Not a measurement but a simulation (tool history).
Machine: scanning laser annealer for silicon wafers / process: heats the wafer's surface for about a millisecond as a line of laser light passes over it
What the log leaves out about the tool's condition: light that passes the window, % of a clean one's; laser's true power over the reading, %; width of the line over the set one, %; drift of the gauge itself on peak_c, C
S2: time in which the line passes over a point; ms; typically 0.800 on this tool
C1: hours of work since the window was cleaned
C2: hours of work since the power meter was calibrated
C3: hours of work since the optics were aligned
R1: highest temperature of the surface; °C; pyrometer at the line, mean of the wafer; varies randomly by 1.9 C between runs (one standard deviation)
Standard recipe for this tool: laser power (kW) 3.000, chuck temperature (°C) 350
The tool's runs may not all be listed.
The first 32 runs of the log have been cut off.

{"run": 33, "hour": 530.9, "laser power (kW)": 2.748, "S2": 0.8, "chuck temperature (°C)": 350, "C1": 616, "C2": 825, "C3": 460, "R1": 1057}
{"run": 34, "hour": 549.8, "laser power (kW)": 2.596, "S2": 0.831, "chuck temperature (°C)": 327, "C1": 630, "C2": 839, "C3": 474, "R1": 997}
{"run": 35, "hour": 564.3, "laser power (kW)": 3.271, "S2": 0.655, "chuck temperature (°C)": 345, "C1": 641, "C2": 850, "C3": 485, "R1": 1117}
{"run": 36, "hour": 576.3, "laser power (kW)": 2.652, "S2": 0.791, "chuck temperature (°C)": 381, "C1": 650, "C2": 859, "C3": 494, "R1": 1047}
{"run": 37, "hour": 591.4, "laser power (kW)": 2.652, "S2": 0.791, "chuck temperature (°C)": 381, "C1": 661, "C2": 870, "C3": 505, "R1": 1047}
{"run": 38, "hour": 608.1, "laser power (kW)": 3.0, "S2": 0.926, "chuck temperature (°C)": 350, "C1": 674, "C2": 883, "C3": 517, "R1": 1202}
{"run": 39, "hour": 623.5, "laser power (kW)": 3.0, "S2": 0.825, "chuck temperature (°C)": 350, "C1": 685, "C2": 894, "C3": 529, "R1": 1141}
{"run": 40, "hour": 643.1, "laser power (kW)": 2.831, "S2": 0.852, "chuck temperature (°C)": 341, "C1": 700, "C2": 909, "C3": 543, "R1": 1093}

Below are 5 alternative next runs, each starting from the tool's condition after run 40. Predict each:
{"run": "A", "hour": 654.3, "laser power (kW)": 2.554, "S2": 0.789, "chuck temperature (°C)": 361, "C1": 708, "C2": 917, "C3": 552, "R1": "?"}
{"run": "B", "hour": 654.3, "laser power (kW)": 2.831, "S2": 0.923, "chuck temperature (°C)": 341, "C1": 708, "C2": 917, "C3": 552, "R1": "?"}
{"run": "C", "hour": 654.3, "laser power (kW)": 2.831, "S2": 0.69, "chuck temperature (°C)": 341, "C1": 708, "C2": 917, "C3": 552, "R1": "?"}
{"run": "D", "hour": 654.3, "laser power (kW)": 3.27, "S2": 0.852, "chuck temperature (°C)": 341, "C1": 708, "C2": 917, "C3": 552, "R1": "?"}
{"run": "E", "hour": 654.3, "laser power (kW)": 3.222, "S2": 0.8, "chuck temperature (°C)": 353, "C1": 708, "C2": 917, "C3": 552, "R1": "?"}

run=A R1=997
run=B R1=1127
run=C R1=1007
run=D R1=1246
run=E R1=1205
What these runs would have given with no unlogged condition in the tool:
run=A R1=1029
run=B R1=1167
run=C R1=1040
run=D R1=1292
run=E R1=1248

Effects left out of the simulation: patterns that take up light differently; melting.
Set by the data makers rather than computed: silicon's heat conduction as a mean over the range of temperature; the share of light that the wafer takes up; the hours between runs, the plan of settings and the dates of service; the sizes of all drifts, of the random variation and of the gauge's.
